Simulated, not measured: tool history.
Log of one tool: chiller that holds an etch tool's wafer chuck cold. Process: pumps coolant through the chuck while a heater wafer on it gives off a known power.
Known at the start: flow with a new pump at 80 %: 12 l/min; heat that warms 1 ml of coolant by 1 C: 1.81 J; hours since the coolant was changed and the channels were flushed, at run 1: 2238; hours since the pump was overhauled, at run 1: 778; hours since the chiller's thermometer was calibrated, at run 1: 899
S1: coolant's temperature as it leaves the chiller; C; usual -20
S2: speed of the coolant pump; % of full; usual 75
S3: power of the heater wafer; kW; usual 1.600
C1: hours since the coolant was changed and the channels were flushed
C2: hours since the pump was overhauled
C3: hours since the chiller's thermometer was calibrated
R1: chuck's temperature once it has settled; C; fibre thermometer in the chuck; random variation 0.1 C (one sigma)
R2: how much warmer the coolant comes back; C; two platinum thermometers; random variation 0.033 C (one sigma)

{"run": 1, "hour": 0.0, "S1": -20, "S2": 75, "S3": 1.6, "C1": 2238, "C2": 778, "C3": 899, "R1": -3.3, "R2": 4.76}
{"run": 2, "hour": 42.3, "S1": -25, "S2": 75, "S3": 1.6, "C1": 2280, "C2": 821, "C3": 942, "R1": -8.6, "R2": 4.7}
{"run": 3, "hour": 62.3, "S1": -25, "S2": 75, "S3": 1.6, "C1": 2300, "C2": 840, "C3": 962, "R1": -8.4, "R2": 4.75}
{"run": 4, "hour": 91.5, "S1": -25, "S2": 75, "S3": 1.6, "C1": 2329, "C2": 870, "C3": 991, "R1": -8.5, "R2": 4.74}
{"run": 5, "hour": 132.0, "S1": -25, "S2": 75, "S3": 1.6, "C1": 2370, "C2": 910, "C3": 1031, "R1": -8.2, "R2": 4.73}
{"run": 6, "hour": 160.6, "S1": -20, "S2": 75, "S3": 1.6, "C1": 2399, "C2": 939, "C3": 1060, "R1": -3.5, "R2": 4.64}
{"run": 7, "hour": 185.4, "S1": -20, "S2": 75, "S3": 1.6, "C1": 2423, "C2": 964, "C3": 1085, "R1": -3.4, "R2": 4.73}
{"run": 8, "hour": 215.6, "S1": -20, "S2": 75, "S3": 1.6, "C1": 2454, "C2": 994, "C3": 1115, "R1": -3.4, "R2": 4.64}
{"run": 9, "hour": 256.3, "S1": -20, "S2": 75, "S3": 1.6, "C1": 2494, "C2": 1035, "C3": 1156, "R1": -3.5, "R2": 4.75}
{"run": 10, "hour": 292.8, "S1": -20, "S2": 80, "S3": 1.6, "C1": 2531, "C2": 1071, "C3": 1192, "R1": -4.3, "R2": 4.35}
{"run": 11, "hour": 316.6, "S1": -20, "S2": 80, "S3": 1.6, "C1": 2555, "C2": 1095, "C3": 1216, "R1": -4.3, "R2": 4.36}
{"run": 12, "hour": 338.0, "S1": -20, "S2": 67, "S3": 1.6, "C1": 2576, "C2": 1116, "C3": 1237, "R1": -1.7, "R2": 5.23}
{"run": 13, "hour": 358.1, "S1": -20, "S2": 67, "S3": 1.6, "C1": 2596, "C2": 1136, "C3": 1257, "R1": -1.8, "R2": 5.27}
{"run": 14, "hour": 378.7, "S1": -20, "S2": 67, "S3": 1.6, "C1": 2617, "C2": 1157, "C3": 1278, "R1": -1.7, "R2": 5.26}
{"run": 15, "hour": 422.5, "S1": -22, "S2": 81, "S3": 2.079, "C1": 2660, "C2": 1201, "C3": 1322, "R1": -1.9, "R2": 5.59}
{"run": 16, "hour": 451.7, "S1": -22, "S2": 81, "S3": 2.079, "C1": 2690, "C2": 1230, "C3": 1351, "R1": -1.7, "R2": 5.59}
{"run": 17, "hour": 481.1, "S1": -12, "S2": 68, "S3": 0.842, "C1": 2719, "C2": 1259, "C3": 1380, "R1": -2.5, "R2": 2.65}
{"run": 18, "hour": 511.9, "S1": -16, "S2": 66, "S3": 1.55, "C1": 2750, "C2": 1290, "C3": 1411, "R1": 2.0, "R2": 5.03}
{"run": 19, "hour": 547.8, "S1": -16, "S2": 66, "S3": 1.55, "C1": 2786, "C2": 1326, "C3": 1447, "R1": 1.9, "R2": 5.08}
{"run": 20, "hour": 571.5, "S1": -21, "S2": 66, "S3": 1.61, "C1": 2809, "C2": 1350, "C3": 1471, "R1": -2.3, "R2": 5.26}
{"run": 21, "hour": 607.3, "S1": -21, "S2": 66, "S3": 1.61, "C1": 2845, "C2": 1385, "C3": 1507, "R1": -2.5, "R2": 5.26}
{"run": 22, "hour": 651.0, "S1": -12, "S2": 75, "S3": 1.54, "C1": 2889, "C2": 1429, "C3": 1550, "R1": 4.0, "R2": 4.44}
{"run": 23, "hour": 680.0, "S1": -12, "S2": 75, "S3": 1.54, "C1": 2918, "C2": 1458, "C3": 1579, "R1": 4.0, "R2": 4.41}
{"run": 24, "hour": 701.7, "S1": -12, "S2": 75, "S3": 1.54, "C1": 2940, "C2": 1480, "C3": 1601, "R1": 3.9, "R2": 4.4}
{"run": 25, "hour": 746.6, "S1": -12, "S2": 75, "S3": 1.54, "C1": 2985, "C2": 1525, "C3": 1646, "R1": 4.0, "R2": 4.4}
{"run": 26, "hour": 777.4, "S1": -12, "S2": 75, "S3": 1.54, "C1": 3015, "C2": 1556, "C3": 1677, "R1": 4.0, "R2": 4.43}
{"run": 27, "hour": 799.8, "S1": -12, "S2": 75, "S3": 1.54, "C1": 3038, "C2": 1578, "C3": 1699, "R1": 4.1, "R2": 4.41}
{"run": 28, "hour": 825.1, "S1": -23, "S2": 99, "S3": 1.917, "C1": 3063, "C2": 1603, "C3": 1724, "R1": -7.3, "R2": 4.15}

Forecast each of these 3 alternatives for the next run:
{"run": "A", "hour": 860.3, "S1": -28, "S2": 99, "S3": 1.917, "C1": 3098, "C2": 1638, "C3": 1760, "R1": "?", "R2": "?"}
{"run": "B", "hour": 860.3, "S1": -28, "S2": 75, "S3": 1.6, "C1": 3098, "C2": 1638, "C3": 1760, "R1": "?", "R2": "?"}
{"run": "C", "hour": 860.3, "S1": -15, "S2": 65, "S3": 2.029, "C1": 3098, "C2": 1638, "C3": 1760, "R1": "?", "R2": "?"}

run=A R1=-12.2 R2=4.17
run=B R1=-11.3 R2=4.57
run=C R1=8.6 R2=6.67
Without the tool's hidden state the same runs would have given:
run=A R1=-12.2 R2=4.31
run=B R1=-11.4 R2=4.72
run=C R1=8.6 R2=6.81
